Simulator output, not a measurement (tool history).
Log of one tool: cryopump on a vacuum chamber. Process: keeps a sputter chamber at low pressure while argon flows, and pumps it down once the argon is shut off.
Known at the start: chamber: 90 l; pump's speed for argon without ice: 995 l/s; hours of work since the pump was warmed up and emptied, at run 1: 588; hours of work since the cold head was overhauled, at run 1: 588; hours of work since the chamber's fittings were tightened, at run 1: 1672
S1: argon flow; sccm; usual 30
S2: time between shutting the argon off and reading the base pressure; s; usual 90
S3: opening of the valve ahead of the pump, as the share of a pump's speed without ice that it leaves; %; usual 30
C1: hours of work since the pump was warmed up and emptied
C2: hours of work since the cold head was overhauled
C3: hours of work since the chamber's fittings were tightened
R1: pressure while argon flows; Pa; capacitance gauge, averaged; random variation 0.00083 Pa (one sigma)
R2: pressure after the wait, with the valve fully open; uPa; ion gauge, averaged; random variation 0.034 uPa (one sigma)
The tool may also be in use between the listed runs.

run 1 hour=0 | S1=30 S2=90 S3=30 | C1=588 C2=588 C3=1672 | R1=0.1837 R2=3.19
-- hour=8.3 pump warmed up, emptied and cooled again
run 2 hour=21.4 | S1=30 S2=90 S3=30 | C1=11 C2=603 C3=1686 | R1=0.1692 R2=2.94
run 3 hour=35 | S1=30 S2=90 S3=30 | C1=23 C2=615 C3=1698 | R1=0.1711 R2=2.84
run 4 hour=51.3 | S1=30 S2=90 S3=30 | C1=37 C2=629 C3=1712 | R1=0.1728 R2=2.91
run 5 hour=67.9 | S1=57 S2=90 S3=30 | C1=52 C2=643 C3=1727 | R1=0.3261 R2=2.84
run 6 hour=85.7 | S1=30 S2=90 S3=20 | C1=68 C2=659 C3=1743 | R1=0.2557 R2=2.95
run 7 hour=103.4 | S1=30 S2=90 S3=30 | C1=83 C2=674 C3=1758 | R1=0.1717 R2=2.92
run 8 hour=114.7 | S1=16 S2=90 S3=30 | C1=93 C2=684 C3=1768 | R1=0.0919 R2=2.92
run 9 hour=131.6 | S1=30 S2=90 S3=34 | C1=107 C2=699 C3=1782 | R1=0.1516 R2=2.95
run 10 hour=143.9 | S1=30 S2=90 S3=34 | C1=118 C2=709 C3=1793 | R1=0.1528 R2=3.01
run 11 hour=160.5 | S1=30 S2=90 S3=34 | C1=133 C2=724 C3=1808 | R1=0.1533 R2=2.99
run 12 hour=169.1 | S1=30 S2=90 S3=25 | C1=140 C2=731 C3=1815 | R1=0.2079 R2=3
run 13 hour=186.1 | S1=30 S2=90 S3=30 | C1=155 C2=746 C3=1830 | R1=0.174 R2=3.04
run 14 hour=200.6 | S1=30 S2=90 S3=30 | C1=168 C2=759 C3=1843 | R1=0.1739 R2=3.07
run 15 hour=213.7 | S1=30 S2=56 S3=30 | C1=179 C2=770 C3=1854 | R1=0.1729 R2=4.04
run 16 hour=225.9 | S1=30 S2=56 S3=30 | C1=190 C2=781 C3=1865 | R1=0.1741 R2=3.81
run 17 hour=234.1 | S1=30 S2=56 S3=30 | C1=197 C2=788 C3=1872 | R1=0.1743 R2=3.99
run 18 hour=251.5 | S1=14 S2=51 S3=59 | C1=212 C2=803 C3=1887 | R1=0.0428 R2=4.34
run 19 hour=267.1 | S1=14 S2=51 S3=59 | C1=226 C2=817 C3=1901 | R1=0.0424 R2=4.36
run 20 hour=280.4 | S1=36 S2=31 S3=59 | C1=237 C2=828 C3=1912 | R1=0.1098 R2=6.07
run 21 hour=288 | S1=36 S2=139 S3=59 | C1=244 C2=835 C3=1919 | R1=0.11 R2=2.51
run 22 hour=298.8 | S1=36 S2=139 S3=59 | C1=253 C2=845 C3=1928 | R1=0.1102 R2=2.62
run 23 hour=316.7 | S1=16 S2=100 S3=30 | C1=269 C2=860 C3=1944 | R1=0.0934 R2=3.03
run 24 hour=324.1 | S1=16 S2=100 S3=30 | C1=275 C2=867 C3=1950 | R1=0.0934 R2=2.95
run 25 hour=338.5 | S1=19 S2=27 S3=21 | C1=288 C2=879 C3=1963 | R1=0.1581 R2=6.77
run 26 hour=346.8 | S1=19 S2=27 S3=21 | C1=295 C2=886 C3=1970 | R1=0.1573 R2=6.92
run 27 hour=358.3 | S1=13 S2=90 S3=30 | C1=305 C2=896 C3=1980 | R1=0.0767 R2=3.17
run 28 hour=374.3 | S1=26 S2=236 S3=24 | C1=319 C2=910 C3=1994 | R1=0.191 R2=2.23
run 29 hour=387.4 | S1=29 S2=104 S3=35 | C1=331 C2=922 C3=2006 | R1=0.148 R2=2.94
run 30 hour=401.6 | S1=14 S2=177 S3=18 | C1=343 C2=934 C3=2018 | R1=0.1344 R2=2.43
run 31 hour=414.6 | S1=14 S2=177 S3=52 | C1=354 C2=945 C3=2029 | R1=0.0492 R2=2.5
run 32 hour=426.7 | S1=14 S2=177 S3=52 | C1=365 C2=956 C3=2040 | R1=0.0495 R2=2.39
run 33 hour=439.1 | S1=13 S2=177 S3=52 | C1=376 C2=967 C3=2051 | R1=0.046 R2=2.48
run 34 hour=448.5 | S1=39 S2=107 S3=28 | C1=384 C2=975 C3=2059 | R1=0.2474 R2=2.98

Forecast each of these 3 alternatives for the next run:
run A hour=461.1 | S1=16 S2=284 S3=30 | C1=395 C2=986 C3=2070 | R1=? R2=?
run B hour=461.1 | S1=30 S2=90 S3=29 | C1=395 C2=986 C3=2070 | R1=? R2=?
run C hour=461.1 | S1=43 S2=68 S3=19 | C1=395 C2=986 C3=2070 | R1=? R2=?

run=A R1=0.0955 R2=2.23
run=B R1=0.185 R2=3.3
run=C R1=0.3962 R2=3.86
Without the tool's hidden state the same runs would have given:
run=A R1=0.0909 R2=0.8
run=B R1=0.1765 R2=1.87
run=C R1=0.3841 R2=2.41
